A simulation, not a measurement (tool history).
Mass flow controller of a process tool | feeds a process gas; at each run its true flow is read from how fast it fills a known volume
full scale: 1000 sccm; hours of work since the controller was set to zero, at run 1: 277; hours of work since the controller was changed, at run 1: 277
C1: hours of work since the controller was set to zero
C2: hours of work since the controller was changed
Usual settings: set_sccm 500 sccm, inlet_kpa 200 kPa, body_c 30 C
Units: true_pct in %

Run 1, hour 0: usual settings; C1 277; C2 277. Result: true_pct 98.7 %.
Run 2, hour 117.7: usual settings; C1 339; C2 339. Result: true_pct 98.55 %.
Run 3, hour 206.6: usual settings; C1 385; C2 385. Result: true_pct 98.48 %.
Run 4, hour 287.7: usual settings but body_c 25 C; C1 427; C2 427. Result: true_pct 98.01 %.
Run 5, hour 354: usual settings but body_c 24 C; C1 462; C2 462. Result: true_pct 97.76 %.
Run 6, hour 460.3: usual settings but body_c 24 C; C1 518; C2 518. Result: true_pct 97.56 %.
Run 7, hour 551.3: usual settings but inlet_kpa 247 kPa, body_c 24 C; C1 565; C2 565. Result: true_pct 97.2 %.
Run 8, hour 652: usual settings but inlet_kpa 262 kPa; C1 618; C2 618. Result: true_pct 97.49 %.
Run 9, hour 727.6: usual settings but inlet_kpa 262 kPa; C1 658; C2 658. Result: true_pct 97.42 %.
Run 10, hour 831.4: usual settings but body_c 29 C; C1 712; C2 712. Result: true_pct 97.43 %.
Run 11, hour 908.9: usual settings but body_c 29 C; C1 752; C2 752. Result: true_pct 97.38 %.
Run 12, hour 1003: usual settings but body_c 29 C; C1 802; C2 802. Result: true_pct 97.42 %.
Run 13, hour 1055.7: usual settings but body_c 29 C; C1 829; C2 829. Result: true_pct 97.2 %.
Run 14, hour 1126.6: usual settings but inlet_kpa 230 kPa, body_c 37 C; C1 866; C2 866. Result: true_pct 97.66 %.
Run 15, hour 1224.7: usual settings but set_sccm 440 sccm, inlet_kpa 230 kPa, body_c 37 C; C1 918; C2 918. Result: true_pct 97.32 %.
Run 16, hour 1278.8: usual settings but set_sccm 440 sccm, inlet_kpa 230 kPa, body_c 37 C; C1 946; C2 946. Result: true_pct 97.14 %.
Run 17, hour 1361.7: usual settings but inlet_kpa 265 kPa, body_c 33 C; C1 989; C2 989. Result: true_pct 96.73 %.
Run 18, hour 1420.6: usual settings but set_sccm 213 sccm, body_c 36 C; C1 1020; C2 1020. Result: true_pct 96.25 %.
Run 19, hour 1502: usual settings but set_sccm 652 sccm, inlet_kpa 175 kPa, body_c 27 C; C1 1063; C2 1063. Result: true_pct 97.12 %.
Run 20, hour 1623: usual settings but set_sccm 570 sccm, inlet_kpa 192 kPa, body_c 33 C; C1 1126; C2 1126. Result: true_pct 97.06 %.
Run 21, hour 1711.6: usual settings but set_sccm 570 sccm, inlet_kpa 192 kPa, body_c 33 C; C1 1172; C2 1172. Result: true_pct 96.97 %.
Run 22, hour 1787.4: usual settings but body_c 25 C; C1 1212; C2 1212. Result: true_pct 95.9 %.
Run 23, hour 1839.3: usual settings but set_sccm 141 sccm, body_c 28 C; C1 1239; C2 1239. Result: true_pct 94.78 %.
Run 24, hour 1942.2: usual settings but inlet_kpa 169 kPa, body_c 25 C; C1 1293; C2 1293. Result: true_pct 95.92 %.
At hour 1983.8: gauge calibrated.
Run 25, hour 2057.6: usual settings but set_sccm 503 sccm, inlet_kpa 172 kPa, body_c 28 C; C1 1353; C2 1353. Result: true_pct 98.57 %.

Forecast each of these 5 alternatives for the next run:
Run A, hour 2156.6: usual settings but set_sccm 503 sccm, inlet_kpa 241 kPa, body_c 28 C; C1 1405; C2 1405. Result: true_pct ?.
Run B, hour 2156.6: usual settings but set_sccm 442 sccm, inlet_kpa 274 kPa, body_c 27 C; C1 1405; C2 1405. Result: true_pct ?.
Run C, hour 2156.6: usual settings but set_sccm 503 sccm, inlet_kpa 172 kPa, body_c 39 C; C1 1405; C2 1405. Result: true_pct ?.
Run D, hour 2156.6: usual settings but set_sccm 404 sccm, body_c 37 C; C1 1405; C2 1405. Result: true_pct ?.
Run E, hour 2156.6: usual settings but set_sccm 856 sccm, inlet_kpa 217 kPa, body_c 34 C; C1 1405; C2 1405. Result: true_pct ?.

run  true_pct
  A     97.96
  B     97.54
  C     99.43
  D     98.68
  E     99.86
Without the tool's hidden state the same runs would have given:
run  true_pct
  A     98.18
  B     97.76
  C     99.66
  D      98.9
  E    100.09
